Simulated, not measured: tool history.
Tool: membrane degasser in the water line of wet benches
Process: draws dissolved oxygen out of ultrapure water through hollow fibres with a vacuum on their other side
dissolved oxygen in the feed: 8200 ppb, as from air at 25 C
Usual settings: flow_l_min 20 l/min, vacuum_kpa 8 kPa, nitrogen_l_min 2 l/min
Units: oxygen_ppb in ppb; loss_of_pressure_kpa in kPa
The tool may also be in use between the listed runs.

| run | hour | flow_l_min | vacuum_kpa | nitrogen_l_min | oxygen_ppb | loss_of_pressure_kpa |
|---|---|---|---|---|---|---|
| 1 | 0 | 20 | 8 | 2 | 122.4 | 69.56 |
| 2 | 122.7 | 29 | 8 | 2 | 197.5 | 100.79 |
| 3 | 201.2 | 29 | 8 | 2 | 200.9 | 100.65 |
| 4 | 270.8 | 29 | 8 | 2 | 194.8 | 100.82 |
| 5 | 349.7 | 20 | 8 | 2 | 122.3 | 69.98 |
| 6 | 455.5 | 20 | 8 | 2 | 123.8 | 69.1 |
| 7 | 570.6 | 20 | 8 | 2 | 122 | 69.11 |
| 8 | 638.2 | 20 | 8 | 2 | 123.5 | 69.7 |
| 9 | 711.3 | 20 | 8 | 2 | 121.9 | 69.06 |
| 10 | 784.8 | 20 | 8 | 2 | 121.3 | 69.2 |
| 11 | 848.9 | 20 | 10.12 | 2 | 171.6 | 69.63 |
| 12 | 902.6 | 20 | 8 | 2 | 122.2 | 69.46 |
| 13 | 992.9 | 20 | 8 | 2 | 123.4 | 69.3 |
| 14 | 1065.6 | 20 | 8 | 2 | 123 | 69.65 |
| 15 | 1162.4 | 20 | 8 | 2 | 122.2 | 69.23 |
| 16 | 1232.6 | 23 | 8 | 2 | 145.1 | 79.73 |
| 17 | 1338.4 | 15 | 6.97 | 3.44 | 42.9 | 51.5 |
| 18 | 1409.3 | 15 | 6.97 | 3.44 | 42.2 | 51.9 |
| 19 | 1493.6 | 23 | 16.72 | 2.25 | 329.5 | 79.84 |
| 20 | 1569.7 | 32 | 16.72 | 5.92 | 228.5 | 111.06 |
| 21 | 1672.6 | 14 | 17 | 1.01 | 411.7 | 48.44 |
| 22 | 1728.9 | 14 | 17 | 1.01 | 428.4 | 48.28 |
| 23 | 1832 | 26 | 8 | 2 | 167.9 | 89.88 |
| 24 | 1936.4 | 16 | 17.06 | 0.93 | 514.7 | 55.64 |
| 25 | 2057.7 | 19 | 15.37 | 3.17 | 180.3 | 65.55 |
| 26 | 2114.6 | 19 | 15.37 | 3.17 | 179.9 | 65.57 |
| 27 | 2197.9 | 20 | 8 | 1.31 | 176.5 | 68.87 |
| 28 | 2290.7 | 20 | 8 | 2.08 | 119.7 | 69.61 |
| 29 | 2381.5 | 20 | 8 | 2.08 | 119.4 | 69.49 |
| 30 | 2439.1 | 20 | 8.46 | 1.75 | 148.6 | 69.14 |
| 31 | 2532.3 | 31 | 12.74 | 2 | 378.6 | 107.5 |

Not shown: 2 entries that the log had between the listed runs. Between which runs, and how does the tool's hidden state differ before and after?
Between runs 11 and 12: vacuum gauge calibrated (hour 871)
  no hidden state differs between the two runs
Between runs 19 and 20: seals of the vacuum lines changed (hour 1569.7)
  air that leaks in behind the membrane, l/min: 0.0021 -> 0.002
